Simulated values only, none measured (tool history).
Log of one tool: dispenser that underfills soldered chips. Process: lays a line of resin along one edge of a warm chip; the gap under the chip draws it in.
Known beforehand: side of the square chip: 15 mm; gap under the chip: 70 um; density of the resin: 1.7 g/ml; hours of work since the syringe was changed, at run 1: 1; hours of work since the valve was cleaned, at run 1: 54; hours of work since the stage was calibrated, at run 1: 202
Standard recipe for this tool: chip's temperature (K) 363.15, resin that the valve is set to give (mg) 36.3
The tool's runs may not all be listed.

run	hour	chip's temperature (K)	resin that the valve is set to give (mg)	hours of work since the syringe was changed	hours of work since the valve was cleaned	hours of work since the stage was calibrated	time until the resin shows at the far edge (s)	resin that the valve gave (mg)
1	0.0	363.15	36.3	1	54	202	68.0	35.58
2	6.6	375.15	36.3	6	59	206	55.1	35.41
# hour 9.5: dispensing valve cleaned and set on the balance
# hour 14.1: new syringe of resin
3	15.9	375.15	36.3	1	4	212	38.2	36.12
4	20.3	375.15	36.3	4	7	215	48.9	36.07
5	27.4	375.15	36.3	9	12	220	69.7	36.10
# hour 29.6: new syringe of resin
6	33.0	375.15	36.3	2	16	223	42.0	35.99
7	39.0	375.15	31.0	6	20	227	58.8	30.68
8	43.1	350.15	35.7	9	23	230	220.8	35.27
# hour 44.7: new syringe of resin
9	50.8	365.15	36.3	4	28	235	75.3	35.86
10	56.7	355.15	44.2	8	32	239	156.7	43.59
# hour 60.2: new syringe of resin
11	63.5	363.15	34.5	2	36	244	73.9	33.96

4 ways to go on from here, each from the tool as it stands after run 11. What would each give?
A	68.5	365.15	45.9	6	40	247	?	?
B	68.5	354.15	41.1	6	40	247	?	?
C	68.5	366.15	36.0	6	40	247	?	?
D	68.5	363.15	33.3	6	40	247	?	?

run	time until the resin shows at the far edge (s)	resin that the valve gave (mg)
A	83.1	45.08
B	138.2	40.38
C	81.4	35.37
D	95.3	32.73
Without the tool's hidden state the same runs would have given:
run	time until the resin shows at the far edge (s)	resin that the valve gave (mg)
A	50.9	45.87
B	84.0	41.09
C	49.7	35.99
D	58.0	33.30
